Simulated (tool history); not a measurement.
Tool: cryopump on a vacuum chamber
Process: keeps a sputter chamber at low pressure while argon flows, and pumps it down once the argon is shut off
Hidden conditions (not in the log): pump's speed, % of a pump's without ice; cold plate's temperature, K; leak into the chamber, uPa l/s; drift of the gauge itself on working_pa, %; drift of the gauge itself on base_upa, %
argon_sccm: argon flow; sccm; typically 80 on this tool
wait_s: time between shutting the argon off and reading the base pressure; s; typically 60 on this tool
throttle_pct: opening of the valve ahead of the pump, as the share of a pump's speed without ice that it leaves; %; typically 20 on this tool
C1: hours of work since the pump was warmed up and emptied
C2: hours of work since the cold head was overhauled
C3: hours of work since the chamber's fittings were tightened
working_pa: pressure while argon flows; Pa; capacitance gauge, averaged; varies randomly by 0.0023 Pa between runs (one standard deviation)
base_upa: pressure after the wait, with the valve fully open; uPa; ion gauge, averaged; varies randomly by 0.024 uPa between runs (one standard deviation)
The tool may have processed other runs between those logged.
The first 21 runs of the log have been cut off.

Run 22, day 77.225: usual settings but argon_sccm 105 sccm, wait_s 25 s, throttle_pct 23 %; C1 273; C2 1009; C3 270. Result: working_pa 0.6646 Pa, base_upa 2.11 uPa.
Run 23, day 79.575: usual settings but argon_sccm 32 sccm, wait_s 25 s, throttle_pct 23 %; C1 300; C2 1035; C3 296. Result: working_pa 0.2020 Pa, base_upa 2.21 uPa.
Run 24, day 82.633: usual settings but argon_sccm 37 sccm, throttle_pct 48 %; C1 334; C2 1070; C3 331. Result: working_pa 0.1185 Pa, base_upa 1.31 uPa.
Run 25, day 86.829: usual settings but argon_sccm 67 sccm; C1 381; C2 1117; C3 378. Result: working_pa 0.4940 Pa, base_upa 1.37 uPa.
Run 26, day 90.196: usual settings but wait_s 229 s; C1 419; C2 1155; C3 416. Result: working_pa 0.5919 Pa, base_upa 0.92 uPa.
Run 27, day 93.429: usual settings but argon_sccm 108 sccm, wait_s 24 s; C1 456; C2 1191; C3 453. Result: working_pa 0.7988 Pa, base_upa 2.32 uPa.
Run 28, day 96.550: usual settings but argon_sccm 108 sccm, wait_s 24 s; C1 491; C2 1227; C3 488. Result: working_pa 0.8072 Pa, base_upa 2.43 uPa.
Run 29, day 99.871: usual settings but argon_sccm 108 sccm, wait_s 24 s; C1 528; C2 1264; C3 525. Result: working_pa 0.8101 Pa, base_upa 2.48 uPa.
Run 30, day 102.071: usual settings but argon_sccm 32 sccm, wait_s 24 s; C1 553; C2 1289; C3 550. Result: working_pa 0.2400 Pa, base_upa 2.62 uPa.
Run 31, day 104.171: usual settings but argon_sccm 60 sccm, wait_s 54 s, throttle_pct 54 %; C1 577; C2 1313; C3 574. Result: working_pa 0.1878 Pa, base_upa 1.66 uPa.
Run 32, day 108.158: usual settings but argon_sccm 99 sccm, wait_s 281 s; C1 622; C2 1357; C3 619. Result: working_pa 0.7514 Pa, base_upa 1.22 uPa.
Run 33, day 112.162: usual settings but argon_sccm 99 sccm, wait_s 281 s; C1 667; C2 1403; C3 664. Result: working_pa 0.7547 Pa, base_upa 1.29 uPa.

Branching from run 33: 4 alternative next runs. What would each branch give?
Run A, day 116.754: usual settings but argon_sccm 99 sccm, wait_s 187 s, throttle_pct 37 %; C1 719; C2 1454; C3 716. Result: working_pa ?, base_upa ?.
Run B, day 116.754: usual settings but argon_sccm 122 sccm, wait_s 67 s; C1 719; C2 1454; C3 716. Result: working_pa ?, base_upa ?.
Run C, day 116.754: usual settings; C1 719; C2 1454; C3 716. Result: working_pa ?, base_upa ?.
Run D, day 116.754: usual settings but wait_s 85 s, throttle_pct 16 %; C1 719; C2 1454; C3 716. Result: working_pa ?, base_upa ?.

run  working_pa  base_upa
  A      0.4444      1.48
  B      0.9351      1.85
  C      0.6144      1.87
  D      0.7543      1.73
What these runs would have given with no unlogged condition in the tool:
run  working_pa  base_upa
  A      0.3736      0.45
  B      0.8480      0.85
  C      0.5573      0.87
  D      0.6970      0.69
